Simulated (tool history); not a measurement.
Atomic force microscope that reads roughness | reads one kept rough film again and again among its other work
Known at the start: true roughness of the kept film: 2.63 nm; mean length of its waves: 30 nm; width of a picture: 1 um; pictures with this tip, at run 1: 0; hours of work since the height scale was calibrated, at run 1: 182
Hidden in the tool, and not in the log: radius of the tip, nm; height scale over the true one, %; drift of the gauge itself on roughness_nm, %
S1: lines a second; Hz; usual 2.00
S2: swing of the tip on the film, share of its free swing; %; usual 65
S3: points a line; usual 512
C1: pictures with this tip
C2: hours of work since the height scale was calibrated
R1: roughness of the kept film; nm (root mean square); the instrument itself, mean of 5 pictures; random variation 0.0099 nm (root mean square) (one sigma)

run	hour	S1	S2	S3	C1	C2	R1
1	0.0	2.00	65	512	0	182	2.248
2	24.5	2.00	65	512	41	198	2.210
3	57.3	2.00	65	512	95	220	2.166
4	81.8	2.00	65	512	135	236	2.118
5	111.1	2.00	65	512	184	256	2.067
6	134.1	0.60	65	512	222	271	2.078
7	159.6	2.00	65	512	264	289	2.006
8	182.7	3.58	65	512	302	304	1.906
9	198.6	2.00	72	512	329	315	1.906
# hour 206.7: new tip fitted
10	229.4	0.61	89	512	38	335	2.191
11	257.8	0.61	89	512	85	354	2.152
12	274.5	0.61	89	512	113	365	2.104
13	290.3	0.61	89	512	139	376	2.090
14	325.0	1.89	65	512	196	399	2.049
15	347.2	0.97	70	834	233	414	2.033
16	380.8	3.62	61	670	289	436	1.954
# hour 410.6: new tip fitted
17	412.3	0.74	78	347	3	457	2.259

Measured less the same run without the tool's hidden state. The same run-to-run variation is in both; the gauge's scatter may not be:
run	R1
1	-0.005
2	-0.046
3	-0.102
4	-0.145
5	-0.198
6	-0.240
7	-0.274
8	-0.297
9	-0.324
10	-0.059
11	-0.110
12	-0.141
13	-0.169
14	-0.225
15	-0.259
16	-0.305
17	-0.019
